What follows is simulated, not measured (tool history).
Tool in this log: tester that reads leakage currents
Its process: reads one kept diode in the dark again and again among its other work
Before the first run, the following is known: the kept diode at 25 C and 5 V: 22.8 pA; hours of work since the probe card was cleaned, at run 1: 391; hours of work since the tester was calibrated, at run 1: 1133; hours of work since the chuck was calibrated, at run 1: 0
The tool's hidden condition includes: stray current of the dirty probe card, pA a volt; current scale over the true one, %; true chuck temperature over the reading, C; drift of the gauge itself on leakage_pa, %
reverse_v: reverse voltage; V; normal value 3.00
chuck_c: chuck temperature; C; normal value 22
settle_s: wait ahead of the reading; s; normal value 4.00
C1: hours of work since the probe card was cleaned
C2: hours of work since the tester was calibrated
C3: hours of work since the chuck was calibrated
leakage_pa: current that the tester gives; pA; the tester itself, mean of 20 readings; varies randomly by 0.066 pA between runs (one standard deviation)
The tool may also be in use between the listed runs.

{"run": 1, "day": 0.0, "reverse_v": 3.0, "chuck_c": 22, "settle_s": 4.0, "C1": 391, "C2": 1133, "C3": 0, "leakage_pa": 14.59}
{"run": 2, "day": 3.733, "reverse_v": 13.36, "chuck_c": 22, "settle_s": 4.0, "C1": 452, "C2": 1194, "C3": 61, "leakage_pa": 29.65}
{"run": 3, "day": 6.592, "reverse_v": 1.41, "chuck_c": 22, "settle_s": 4.0, "C1": 499, "C2": 1240, "C3": 107, "leakage_pa": 9.98}
{"run": 4, "day": 8.617, "reverse_v": 1.41, "chuck_c": 22, "settle_s": 4.0, "C1": 532, "C2": 1273, "C3": 140, "leakage_pa": 9.94}
{"run": 5, "day": 12.554, "reverse_v": 1.41, "chuck_c": 22, "settle_s": 4.0, "C1": 596, "C2": 1337, "C3": 205, "leakage_pa": 9.82}
{"run": 6, "day": 16.929, "reverse_v": 3.0, "chuck_c": 22, "settle_s": 4.0, "C1": 667, "C2": 1409, "C3": 276, "leakage_pa": 13.85}
{"run": 7, "day": 20.921, "reverse_v": 3.0, "chuck_c": 22, "settle_s": 4.0, "C1": 732, "C2": 1474, "C3": 341, "leakage_pa": 13.69}
{"run": 8, "day": 24.983, "reverse_v": 3.0, "chuck_c": 22, "settle_s": 4.0, "C1": 798, "C2": 1540, "C3": 407, "leakage_pa": 13.55}
{"run": 9, "day": 27.475, "reverse_v": 3.0, "chuck_c": 22, "settle_s": 4.0, "C1": 839, "C2": 1581, "C3": 448, "leakage_pa": 13.55}
{"run": 10, "day": 30.471, "reverse_v": 3.0, "chuck_c": 21, "settle_s": 4.0, "C1": 888, "C2": 1629, "C3": 497, "leakage_pa": 12.35}
{"run": 11, "day": 34.712, "reverse_v": 3.0, "chuck_c": 22, "settle_s": 8.31, "C1": 957, "C2": 1699, "C3": 566, "leakage_pa": 13.23}
{"run": 12, "day": 37.05, "reverse_v": 3.0, "chuck_c": 22, "settle_s": 8.31, "C1": 995, "C2": 1737, "C3": 604, "leakage_pa": 13.09}
{"run": 13, "day": 41.829, "reverse_v": 3.0, "chuck_c": 22, "settle_s": 8.31, "C1": 1073, "C2": 1815, "C3": 682, "leakage_pa": 12.8}

Run 14 has not been measured yet. What should we expect?
{"run": 14, "day": 46.638, "reverse_v": 3.0, "chuck_c": 39, "settle_s": 1.65, "C1": 1151, "C2": 1893, "C3": 760, "leakage_pa": "?"}

{"run 14": {"leakage_pa": 49.74}}
Take away the tool's hidden state, keep the run-to-run variation as it was, and the same run would have given leakage_pa 56.72 pA.

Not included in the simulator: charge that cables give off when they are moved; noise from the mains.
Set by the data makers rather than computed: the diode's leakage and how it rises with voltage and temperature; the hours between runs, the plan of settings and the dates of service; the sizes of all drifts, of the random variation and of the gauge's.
